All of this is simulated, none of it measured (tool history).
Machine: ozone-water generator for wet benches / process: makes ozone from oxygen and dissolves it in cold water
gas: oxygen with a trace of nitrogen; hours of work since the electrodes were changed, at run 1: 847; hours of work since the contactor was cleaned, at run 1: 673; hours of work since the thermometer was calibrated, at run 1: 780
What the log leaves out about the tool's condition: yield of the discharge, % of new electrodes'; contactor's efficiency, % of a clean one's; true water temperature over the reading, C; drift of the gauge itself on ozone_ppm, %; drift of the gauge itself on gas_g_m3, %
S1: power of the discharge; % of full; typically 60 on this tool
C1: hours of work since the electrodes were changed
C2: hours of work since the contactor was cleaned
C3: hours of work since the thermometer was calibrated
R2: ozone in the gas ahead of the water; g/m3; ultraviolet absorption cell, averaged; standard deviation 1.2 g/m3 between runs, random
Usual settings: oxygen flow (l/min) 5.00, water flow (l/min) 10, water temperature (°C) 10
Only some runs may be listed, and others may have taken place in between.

{"run": 1, "hour": 0.0, "S1": 60, "oxygen flow (l/min)": 5.0, "water flow (l/min)": 10, "water temperature (°C)": 10, "C1": 847, "C2": 673, "C3": 780, "dissolved ozone (ppm)": 39.6, "R2": 205.0}
{"run": 2, "hour": 23.8, "S1": 60, "oxygen flow (l/min)": 5.0, "water flow (l/min)": 10, "water temperature (°C)": 10, "C1": 864, "C2": 690, "C3": 797, "dissolved ozone (ppm)": 39.0, "R2": 203.1}
{"run": 3, "hour": 44.1, "S1": 60, "oxygen flow (l/min)": 4.33, "water flow (l/min)": 10, "water temperature (°C)": 10, "C1": 878, "C2": 704, "C3": 812, "dissolved ozone (ppm)": 38.6, "R2": 216.1}
{"run": 4, "hour": 78.1, "S1": 60, "oxygen flow (l/min)": 4.62, "water flow (l/min)": 10, "water temperature (°C)": 10, "C1": 902, "C2": 728, "C3": 836, "dissolved ozone (ppm)": 38.8, "R2": 212.9}
{"run": 5, "hour": 120.3, "S1": 60, "oxygen flow (l/min)": 4.62, "water flow (l/min)": 10, "water temperature (°C)": 10, "C1": 932, "C2": 758, "C3": 865, "dissolved ozone (ppm)": 38.6, "R2": 211.6}
{"run": 6, "hour": 151.5, "S1": 60, "oxygen flow (l/min)": 4.62, "water flow (l/min)": 10, "water temperature (°C)": 10, "C1": 954, "C2": 780, "C3": 887, "dissolved ozone (ppm)": 38.9, "R2": 209.7}
{"run": 7, "hour": 195.3, "S1": 60, "oxygen flow (l/min)": 4.62, "water flow (l/min)": 10, "water temperature (°C)": 10, "C1": 985, "C2": 810, "C3": 918, "dissolved ozone (ppm)": 38.7, "R2": 209.5}
{"run": 8, "hour": 215.1, "S1": 60, "oxygen flow (l/min)": 4.62, "water flow (l/min)": 10, "water temperature (°C)": 10, "C1": 999, "C2": 824, "C3": 932, "dissolved ozone (ppm)": 38.7, "R2": 208.7}
{"run": 9, "hour": 253.5, "S1": 60, "oxygen flow (l/min)": 4.62, "water flow (l/min)": 10, "water temperature (°C)": 10, "C1": 1026, "C2": 851, "C3": 959, "dissolved ozone (ppm)": 39.0, "R2": 208.0}
{"run": 10, "hour": 277.4, "S1": 60, "oxygen flow (l/min)": 4.62, "water flow (l/min)": 10, "water temperature (°C)": 10, "C1": 1043, "C2": 868, "C3": 976, "dissolved ozone (ppm)": 38.8, "R2": 210.1}
{"run": 11, "hour": 304.1, "S1": 60, "oxygen flow (l/min)": 3.83, "water flow (l/min)": 10, "water temperature (°C)": 10, "C1": 1062, "C2": 887, "C3": 995, "dissolved ozone (ppm)": 38.5, "R2": 226.7}
{"run": 12, "hour": 331.7, "S1": 60, "oxygen flow (l/min)": 3.61, "water flow (l/min)": 10, "water temperature (°C)": 10, "C1": 1081, "C2": 906, "C3": 1014, "dissolved ozone (ppm)": 37.6, "R2": 229.6}
{"run": 13, "hour": 369.7, "S1": 60, "oxygen flow (l/min)": 5.0, "water flow (l/min)": 10, "water temperature (°C)": 10, "C1": 1108, "C2": 933, "C3": 1041, "dissolved ozone (ppm)": 38.7, "R2": 203.8}
{"run": 14, "hour": 405.4, "S1": 60, "oxygen flow (l/min)": 5.0, "water flow (l/min)": 10, "water temperature (°C)": 10, "C1": 1133, "C2": 958, "C3": 1066, "dissolved ozone (ppm)": 38.6, "R2": 202.5}
{"run": 15, "hour": 447.0, "S1": 60, "oxygen flow (l/min)": 5.0, "water flow (l/min)": 12, "water temperature (°C)": 10, "C1": 1162, "C2": 988, "C3": 1095, "dissolved ozone (ppm)": 34.0, "R2": 204.2}
{"run": 16, "hour": 475.0, "S1": 60, "oxygen flow (l/min)": 5.0, "water flow (l/min)": 12, "water temperature (°C)": 10, "C1": 1182, "C2": 1007, "C3": 1115, "dissolved ozone (ppm)": 34.2, "R2": 202.6}
{"run": 17, "hour": 516.8, "S1": 60, "oxygen flow (l/min)": 5.0, "water flow (l/min)": 7, "water temperature (°C)": 6, "C1": 1211, "C2": 1037, "C3": 1145, "dissolved ozone (ppm)": 52.1, "R2": 203.0}
{"run": 18, "hour": 561.4, "S1": 78, "oxygen flow (l/min)": 4.1, "water flow (l/min)": 10, "water temperature (°C)": 10, "C1": 1243, "C2": 1068, "C3": 1176, "dissolved ozone (ppm)": 46.7, "R2": 264.9}
{"run": 19, "hour": 601.4, "S1": 93, "oxygen flow (l/min)": 3.91, "water flow (l/min)": 10, "water temperature (°C)": 10, "C1": 1271, "C2": 1096, "C3": 1204, "dissolved ozone (ppm)": 53.4, "R2": 313.4}
{"run": 20, "hour": 627.4, "S1": 93, "oxygen flow (l/min)": 3.91, "water flow (l/min)": 10, "water temperature (°C)": 10, "C1": 1289, "C2": 1115, "C3": 1223, "dissolved ozone (ppm)": 52.5, "R2": 310.0}
{"run": 21, "hour": 655.1, "S1": 89, "oxygen flow (l/min)": 3.91, "water flow (l/min)": 10, "water temperature (°C)": 10, "C1": 1309, "C2": 1134, "C3": 1242, "dissolved ozone (ppm)": 50.5, "R2": 300.9}
{"run": 22, "hour": 685.7, "S1": 89, "oxygen flow (l/min)": 3.91, "water flow (l/min)": 10, "water temperature (°C)": 11, "C1": 1330, "C2": 1156, "C3": 1264, "dissolved ozone (ppm)": 49.6, "R2": 296.0}
{"run": 23, "hour": 720.3, "S1": 89, "oxygen flow (l/min)": 3.91, "water flow (l/min)": 10, "water temperature (°C)": 11, "C1": 1355, "C2": 1180, "C3": 1288, "dissolved ozone (ppm)": 50.3, "R2": 299.6}
{"run": 24, "hour": 743.5, "S1": 60, "oxygen flow (l/min)": 5.0, "water flow (l/min)": 9, "water temperature (°C)": 6, "C1": 1371, "C2": 1197, "C3": 1304, "dissolved ozone (ppm)": 44.5, "R2": 202.7}
{"run": 25, "hour": 773.8, "S1": 59, "oxygen flow (l/min)": 7.75, "water flow (l/min)": 10, "water temperature (°C)": 10, "C1": 1392, "C2": 1218, "C3": 1326, "dissolved ozone (ppm)": 38.3, "R2": 166.0}
{"run": 26, "hour": 817.0, "S1": 60, "oxygen flow (l/min)": 7.13, "water flow (l/min)": 8, "water temperature (°C)": 10, "C1": 1423, "C2": 1248, "C3": 1356, "dissolved ozone (ppm)": 43.5, "R2": 175.7}
{"run": 27, "hour": 844.7, "S1": 60, "oxygen flow (l/min)": 7.13, "water flow (l/min)": 8, "water temperature (°C)": 10, "C1": 1442, "C2": 1268, "C3": 1376, "dissolved ozone (ppm)": 43.4, "R2": 174.6}
{"run": 28, "hour": 866.7, "S1": 60, "oxygen flow (l/min)": 5.0, "water flow (l/min)": 6, "water temperature (°C)": 8, "C1": 1458, "C2": 1283, "C3": 1391, "dissolved ozone (ppm)": 53.6, "R2": 198.8}
{"run": 29, "hour": 893.5, "S1": 60, "oxygen flow (l/min)": 5.0, "water flow (l/min)": 6, "water temperature (°C)": 6, "C1": 1477, "C2": 1302, "C3": 1410, "dissolved ozone (ppm)": 56.1, "R2": 199.0}
{"run": 30, "hour": 930.6, "S1": 66, "oxygen flow (l/min)": 5.0, "water flow (l/min)": 6, "water temperature (°C)": 6, "C1": 1503, "C2": 1328, "C3": 1436, "dissolved ozone (ppm)": 59.7, "R2": 217.1}
{"run": 31, "hour": 962.0, "S1": 66, "oxygen flow (l/min)": 5.0, "water flow (l/min)": 6, "water temperature (°C)": 6, "C1": 1525, "C2": 1351, "C3": 1458, "dissolved ozone (ppm)": 60.0, "R2": 214.3}
{"run": 32, "hour": 1001.4, "S1": 66, "oxygen flow (l/min)": 6.86, "water flow (l/min)": 6, "water temperature (°C)": 13, "C1": 1553, "C2": 1378, "C3": 1486, "dissolved ozone (ppm)": 50.6, "R2": 192.4}

Each row is a separate what-if for the run after 32, all from the same tool condition, not one after another. Results?
{"run": "A", "hour": 1042.8, "S1": 96, "oxygen flow (l/min)": 6.86, "water flow (l/min)": 12, "water temperature (°C)": 12, "C1": 1582, "C2": 1407, "C3": 1515, "dissolved ozone (ppm)": "?", "R2": "?"}
{"run": "B", "hour": 1042.8, "S1": 87, "oxygen flow (l/min)": 5.51, "water flow (l/min)": 6, "water temperature (°C)": 7, "C1": 1582, "C2": 1407, "C3": 1515, "dissolved ozone (ppm)": "?", "R2": "?"}
{"run": "C", "hour": 1042.8, "S1": 60, "oxygen flow (l/min)": 5.0, "water flow (l/min)": 11, "water temperature (°C)": 10, "C1": 1582, "C2": 1407, "C3": 1515, "dissolved ozone (ppm)": "?", "R2": "?"}

run=A dissolved_ozone_(ppm)=46.7 R2=253.7
run=B dissolved_ozone_(ppm)=72.4 R2=255.9
run=C dissolved_ozone_(ppm)=35.0 R2=202.2
Without the tool's hidden state the same runs would have given:
run=A dissolved_ozone_(ppm)=50.4 R2=268.3
run=B dissolved_ozone_(ppm)=77.3 R2=269.7
run=C dissolved_ozone_(ppm)=37.1 R2=210.3
